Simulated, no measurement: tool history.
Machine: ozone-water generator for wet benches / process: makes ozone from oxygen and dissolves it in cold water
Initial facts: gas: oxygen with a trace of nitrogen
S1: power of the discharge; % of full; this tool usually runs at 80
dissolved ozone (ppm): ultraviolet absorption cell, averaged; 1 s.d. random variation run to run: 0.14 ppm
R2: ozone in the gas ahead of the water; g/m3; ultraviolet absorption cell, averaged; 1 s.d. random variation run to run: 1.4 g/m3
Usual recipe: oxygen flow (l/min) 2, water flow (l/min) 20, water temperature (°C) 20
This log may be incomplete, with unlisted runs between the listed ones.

{"run": 1, "hour": 0.0, "S1": 80, "oxygen flow (l/min)": 2, "water flow (l/min)": 20, "water temperature (°C)": 20, "dissolved ozone (ppm)": 15.3, "R2": 265.4}
{"run": 2, "hour": 65.8, "S1": 80, "oxygen flow (l/min)": 2, "water flow (l/min)": 20, "water temperature (°C)": 20, "dissolved ozone (ppm)": 15.4, "R2": 264.9}
{"run": 3, "hour": 137.0, "S1": 80, "oxygen flow (l/min)": 2, "water flow (l/min)": 20, "water temperature (°C)": 20, "dissolved ozone (ppm)": 15.2, "R2": 266.7}
{"run": 4, "hour": 184.6, "S1": 80, "oxygen flow (l/min)": 2, "water flow (l/min)": 20, "water temperature (°C)": 20, "dissolved ozone (ppm)": 14.9, "R2": 263.7}
{"run": 5, "hour": 244.6, "S1": 80, "oxygen flow (l/min)": 2, "water flow (l/min)": 20, "water temperature (°C)": 20, "dissolved ozone (ppm)": 15.1, "R2": 265.2}
{"run": 6, "hour": 306.4, "S1": 80, "oxygen flow (l/min)": 2, "water flow (l/min)": 20, "water temperature (°C)": 20, "dissolved ozone (ppm)": 15.3, "R2": 268.7}
{"run": 7, "hour": 361.7, "S1": 80, "oxygen flow (l/min)": 2, "water flow (l/min)": 20, "water temperature (°C)": 20, "dissolved ozone (ppm)": 15, "R2": 264.5}
{"run": 8, "hour": 404.9, "S1": 80, "oxygen flow (l/min)": 2.36, "water flow (l/min)": 20, "water temperature (°C)": 20, "dissolved ozone (ppm)": 15.7, "R2": 245.9}
{"run": 9, "hour": 445.5, "S1": 80, "oxygen flow (l/min)": 2.36, "water flow (l/min)": 20, "water temperature (°C)": 20, "dissolved ozone (ppm)": 15.6, "R2": 245.6}
{"run": 10, "hour": 504.9, "S1": 80, "oxygen flow (l/min)": 1.05, "water flow (l/min)": 20, "water temperature (°C)": 20, "dissolved ozone (ppm)": 12.4, "R2": 365.3}
{"run": 11, "hour": 558.7, "S1": 80, "oxygen flow (l/min)": 1.05, "water flow (l/min)": 20, "water temperature (°C)": 20, "dissolved ozone (ppm)": 12.4, "R2": 364.3}
{"run": 12, "hour": 616.3, "S1": 88, "oxygen flow (l/min)": 1.05, "water flow (l/min)": 20, "water temperature (°C)": 20, "dissolved ozone (ppm)": 13.3, "R2": 394.9}
{"run": 13, "hour": 669.3, "S1": 88, "oxygen flow (l/min)": 1.05, "water flow (l/min)": 20, "water temperature (°C)": 20, "dissolved ozone (ppm)": 13.5, "R2": 401}
{"run": 14, "hour": 701.1, "S1": 88, "oxygen flow (l/min)": 1.05, "water flow (l/min)": 20, "water temperature (°C)": 20, "dissolved ozone (ppm)": 13.4, "R2": 396.6}
{"run": 15, "hour": 759.0, "S1": 88, "oxygen flow (l/min)": 1.05, "water flow (l/min)": 20, "water temperature (°C)": 20, "dissolved ozone (ppm)": 13.4, "R2": 397.5}
{"run": 16, "hour": 796.1, "S1": 88, "oxygen flow (l/min)": 1.05, "water flow (l/min)": 20, "water temperature (°C)": 20, "dissolved ozone (ppm)": 13.4, "R2": 398}
{"run": 17, "hour": 845.7, "S1": 51, "oxygen flow (l/min)": 3.05, "water flow (l/min)": 18, "water temperature (°C)": 15, "dissolved ozone (ppm)": 12.8, "R2": 142.7}
{"run": 18, "hour": 903.2, "S1": 51, "oxygen flow (l/min)": 3.05, "water flow (l/min)": 18, "water temperature (°C)": 15, "dissolved ozone (ppm)": 12.7, "R2": 142}
{"run": 19, "hour": 963.5, "S1": 51, "oxygen flow (l/min)": 3.05, "water flow (l/min)": 18, "water temperature (°C)": 15, "dissolved ozone (ppm)": 12.7, "R2": 143.2}
{"run": 20, "hour": 1025.3, "S1": 51, "oxygen flow (l/min)": 3.05, "water flow (l/min)": 18, "water temperature (°C)": 15, "dissolved ozone (ppm)": 12.6, "R2": 142.5}
{"run": 21, "hour": 1064.6, "S1": 54, "oxygen flow (l/min)": 2, "water flow (l/min)": 20, "water temperature (°C)": 20, "dissolved ozone (ppm)": 10.8, "R2": 185.6}
{"run": 22, "hour": 1126.9, "S1": 54, "oxygen flow (l/min)": 2, "water flow (l/min)": 20, "water temperature (°C)": 20, "dissolved ozone (ppm)": 10.4, "R2": 186.4}
{"run": 23, "hour": 1161.9, "S1": 54, "oxygen flow (l/min)": 2, "water flow (l/min)": 20, "water temperature (°C)": 20, "dissolved ozone (ppm)": 10.5, "R2": 187}
{"run": 24, "hour": 1229.1, "S1": 54, "oxygen flow (l/min)": 2, "water flow (l/min)": 19, "water temperature (°C)": 12, "dissolved ozone (ppm)": 11.8, "R2": 188}
{"run": 25, "hour": 1264.4, "S1": 73, "oxygen flow (l/min)": 1.76, "water flow (l/min)": 20, "water temperature (°C)": 20, "dissolved ozone (ppm)": 13.5, "R2": 261.9}
{"run": 26, "hour": 1295.1, "S1": 45, "oxygen flow (l/min)": 2, "water flow (l/min)": 20, "water temperature (°C)": 20, "dissolved ozone (ppm)": 8.8, "R2": 156.7}
{"run": 27, "hour": 1344.1, "S1": 53, "oxygen flow (l/min)": 2, "water flow (l/min)": 20, "water temperature (°C)": 21, "dissolved ozone (ppm)": 10.4, "R2": 184.9}
{"run": 28, "hour": 1391.6, "S1": 53, "oxygen flow (l/min)": 2, "water flow (l/min)": 20, "water temperature (°C)": 21, "dissolved ozone (ppm)": 10.2, "R2": 183.3}
{"run": 29, "hour": 1439.2, "S1": 53, "oxygen flow (l/min)": 3.35, "water flow (l/min)": 20, "water temperature (°C)": 21, "dissolved ozone (ppm)": 11.4, "R2": 142}
{"run": 30, "hour": 1509.1, "S1": 53, "oxygen flow (l/min)": 3.35, "water flow (l/min)": 20, "water temperature (°C)": 21, "dissolved ozone (ppm)": 11.4, "R2": 141.3}
{"hour": 1528.3, "done": "contactor cleaned"}
{"run": 31, "hour": 1581.3, "S1": 80, "oxygen flow (l/min)": 2, "water flow (l/min)": 25, "water temperature (°C)": 17, "dissolved ozone (ppm)": 12.4, "R2": 273.4}
{"run": 32, "hour": 1647.0, "S1": 80, "oxygen flow (l/min)": 2, "water flow (l/min)": 25, "water temperature (°C)": 17, "dissolved ozone (ppm)": 12.4, "R2": 270.7}

Consider 5 possible next runs. They are alternatives, not a sequence: every one starts from the tool as it was left by run 32. What does each give?
{"run": "A", "hour": 1703.1, "S1": 80, "oxygen flow (l/min)": 2.68, "water flow (l/min)": 15, "water temperature (°C)": 17, "dissolved ozone (ppm)": "?", "R2": "?"}
{"run": "B", "hour": 1703.1, "S1": 80, "oxygen flow (l/min)": 1.79, "water flow (l/min)": 25, "water temperature (°C)": 17, "dissolved ozone (ppm)": "?", "R2": "?"}
{"run": "C", "hour": 1703.1, "S1": 75, "oxygen flow (l/min)": 2.81, "water flow (l/min)": 25, "water temperature (°C)": 19, "dissolved ozone (ppm)": "?", "R2": "?"}
{"run": "D", "hour": 1703.1, "S1": 66, "oxygen flow (l/min)": 1.68, "water flow (l/min)": 20, "water temperature (°C)": 22, "dissolved ozone (ppm)": "?", "R2": "?"}
{"run": "E", "hour": 1703.1, "S1": 80, "oxygen flow (l/min)": 2, "water flow (l/min)": 20, "water temperature (°C)": 22, "dissolved ozone (ppm)": "?", "R2": "?"}

run=A dissolved_ozone_(ppm)=21.8 R2=236.9
run=B dissolved_ozone_(ppm)=11.9 R2=285.1
run=C dissolved_ozone_(ppm)=12.7 R2=214.2
run=D dissolved_ozone_(ppm)=11.9 R2=244.4
run=E dissolved_ozone_(ppm)=14.9 R2=267.5
With no hidden state in the tool, these same runs would have given:
run=A dissolved_ozone_(ppm)=21.8 R2=231.5
run=B dissolved_ozone_(ppm)=11.9 R2=278.6
run=C dissolved_ozone_(ppm)=12.7 R2=209.3
run=D dissolved_ozone_(ppm)=11.9 R2=238.8
run=E dissolved_ozone_(ppm)=14.9 R2=261.4
